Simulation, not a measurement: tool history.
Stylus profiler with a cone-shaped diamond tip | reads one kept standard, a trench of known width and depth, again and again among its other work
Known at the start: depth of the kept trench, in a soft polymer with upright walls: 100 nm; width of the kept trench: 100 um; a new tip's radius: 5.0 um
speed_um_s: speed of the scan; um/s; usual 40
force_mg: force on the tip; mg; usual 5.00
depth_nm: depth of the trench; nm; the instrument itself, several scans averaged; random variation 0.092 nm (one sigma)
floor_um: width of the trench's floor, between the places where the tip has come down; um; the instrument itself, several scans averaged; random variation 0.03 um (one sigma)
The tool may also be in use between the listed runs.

{"run": 1, "day": 0.0, "speed_um_s": 40, "force_mg": 5.0, "depth_nm": 101.68, "floor_um": 97.92}
{"run": 2, "day": 1.754, "speed_um_s": 40, "force_mg": 5.0, "depth_nm": 101.72, "floor_um": 97.97}
{"run": 3, "day": 4.154, "speed_um_s": 40, "force_mg": 5.0, "depth_nm": 101.62, "floor_um": 97.96}
{"run": 4, "day": 6.483, "speed_um_s": 40, "force_mg": 3.56, "depth_nm": 101.53, "floor_um": 97.96}
{"run": 5, "day": 8.475, "speed_um_s": 40, "force_mg": 3.56, "depth_nm": 101.4, "floor_um": 97.95}
{"run": 6, "day": 10.638, "speed_um_s": 40, "force_mg": 3.56, "depth_nm": 101.4, "floor_um": 97.9}
{"run": 7, "day": 14.208, "speed_um_s": 60, "force_mg": 5.0, "depth_nm": 101.72, "floor_um": 97.91}
{"run": 8, "day": 16.362, "speed_um_s": 60, "force_mg": 5.0, "depth_nm": 101.78, "floor_um": 97.94}
{"run": 9, "day": 18.758, "speed_um_s": 60, "force_mg": 5.0, "depth_nm": 101.66, "floor_um": 97.97}
{"run": 10, "day": 21.804, "speed_um_s": 60, "force_mg": 5.0, "depth_nm": 101.73, "floor_um": 97.91}
{"run": 11, "day": 25.029, "speed_um_s": 40, "force_mg": 10.02, "depth_nm": 102.81, "floor_um": 97.97}
{"run": 12, "day": 27.383, "speed_um_s": 44, "force_mg": 6.11, "depth_nm": 102.16, "floor_um": 97.91}

Forecast run 13:
{"run": 13, "day": 30.158, "speed_um_s": 44, "force_mg": 6.11, "depth_nm": "?", "floor_um": "?"}

depth_nm: 102.19 nm
floor_um: 97.95 um
Without the tool's hidden state the same run would have given depth_nm 102.18 nm, floor_um 97.96 um.
